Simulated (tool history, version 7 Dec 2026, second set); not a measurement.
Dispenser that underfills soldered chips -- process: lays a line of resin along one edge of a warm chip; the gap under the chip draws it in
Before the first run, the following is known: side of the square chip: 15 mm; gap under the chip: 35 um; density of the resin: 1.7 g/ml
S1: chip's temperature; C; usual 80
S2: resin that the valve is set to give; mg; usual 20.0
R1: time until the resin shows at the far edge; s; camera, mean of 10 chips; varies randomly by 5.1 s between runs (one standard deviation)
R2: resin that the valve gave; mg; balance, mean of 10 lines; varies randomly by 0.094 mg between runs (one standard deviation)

run 1 hour=0.0 | S1=80 S2=20.0 | R1=779.2 R2=19.95
-- hour=1.5 new syringe of resin
run 2 hour=9.7 | S1=80 S2=20.0 | R1=731.7 R2=19.84
-- hour=14.4 new syringe of resin
run 3 hour=18.7 | S1=80 S2=20.0 | R1=650.4 R2=19.86
run 4 hour=24.6 | S1=80 S2=20.0 | R1=774.1 R2=19.91
-- hour=27.2 new syringe of resin
run 5 hour=33.8 | S1=80 S2=20.0 | R1=693.3 R2=19.74
-- hour=40.0 new syringe of resin
run 6 hour=44.9 | S1=80 S2=20.0 | R1=644.3 R2=19.56
-- hour=53.3 new syringe of resin
run 7 hour=56.5 | S1=68 S2=20.0 | R1=1172.4 R2=19.29
run 8 hour=65.3 | S1=68 S2=20.0 | R1=1574.6 R2=19.40
-- hour=66.7 new syringe of resin
run 9 hour=72.3 | S1=90 S2=20.5 | R1=414.4 R2=19.62
-- hour=80.0 new syringe of resin
-- hour=82.4 dispensing valve cleaned and set on the balance
run 10 hour=82.4 | S1=72 S2=20.5 | R1=909.0 R2=20.59
-- hour=94.1 new syringe of resin
run 11 hour=95.8 | S1=73 S2=21.1 | R1=835.2 R2=20.88

Forecast run 12:
-- hour=106.8 new syringe of resin
run 12 hour=106.8 | S1=73 S2=21.1 | R1=? R2=?

R1: 797.6 s
R2: 20.82 mg
Were there no unlogged condition in the tool, this run, its random variation unchanged, would have produced R1 714.8 s, R2 21.11 mg.
